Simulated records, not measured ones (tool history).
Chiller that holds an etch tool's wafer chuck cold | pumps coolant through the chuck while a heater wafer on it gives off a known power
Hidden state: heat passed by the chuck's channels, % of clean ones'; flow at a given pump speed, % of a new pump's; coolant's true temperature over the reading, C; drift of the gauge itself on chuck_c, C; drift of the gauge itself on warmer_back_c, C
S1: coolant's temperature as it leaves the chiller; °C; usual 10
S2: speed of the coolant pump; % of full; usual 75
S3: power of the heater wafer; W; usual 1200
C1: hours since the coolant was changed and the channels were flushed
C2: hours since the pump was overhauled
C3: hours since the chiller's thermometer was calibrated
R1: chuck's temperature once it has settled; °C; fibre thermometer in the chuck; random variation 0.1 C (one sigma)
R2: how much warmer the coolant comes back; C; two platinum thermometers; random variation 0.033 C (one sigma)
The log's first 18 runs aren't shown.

run	hour	S1	S2	S3	C1	C2	C3	R1	R2
19	1372.1	13	75	1506	5758	2238	3747	30.3	5.48
# hour 1389.4: chiller's thermometer calibrated
20	1491.6	2	93	1200	5877	2356	102	13.2	3.52
21	1585.8	3	77	1537	5971	2450	196	20.1	5.54
22	1685.9	3	64	1537	6071	2550	296	23	6.65
# hour 1705.7: chiller's thermometer calibrated, once more
23	1763.8	9	67	615	6148	2627	58	16.9	2.54
24	1876.4	14	75	1200	6261	2740	171	28.3	4.47
25	1991.5	14	75	1200	6376	2855	286	28.3	4.45
26	2104	14	75	1200	6488	2967	398	28.4	4.46
27	2198	10	69	640	6582	3061	492	18.2	2.55
28	2306.5	9	72	1069	6691	3170	601	22.2	4.14
29	2378.4	7	89	1200	6763	3242	673	19.5	3.76
30	2459.5	20	86	1282	6844	3323	754	33.8	4.14
31	2565.8	20	86	1282	6950	3429	860	33.8	4.27
32	2688.6	12	86	1282	7073	3552	983	25.9	4.22
33	2805.5	10	75	901	7190	3669	1100	20.8	3.4

Forecast each of these 3 alternatives for the next run:
A	2858.4	16	62	1234	7243	3722	1153	?	?
B	2858.4	1	73	724	7243	3722	1153	?	?
C	2858.4	16	75	901	7243	3722	1153	?	?

run	R1	R2
A	33.7	5.57
B	9.9	2.8
C	27	3.36
Without the tool's hidden state the same runs would have given:
run	R1	R2
A	30.5	5.23
B	8.3	2.63
C	25	3.16
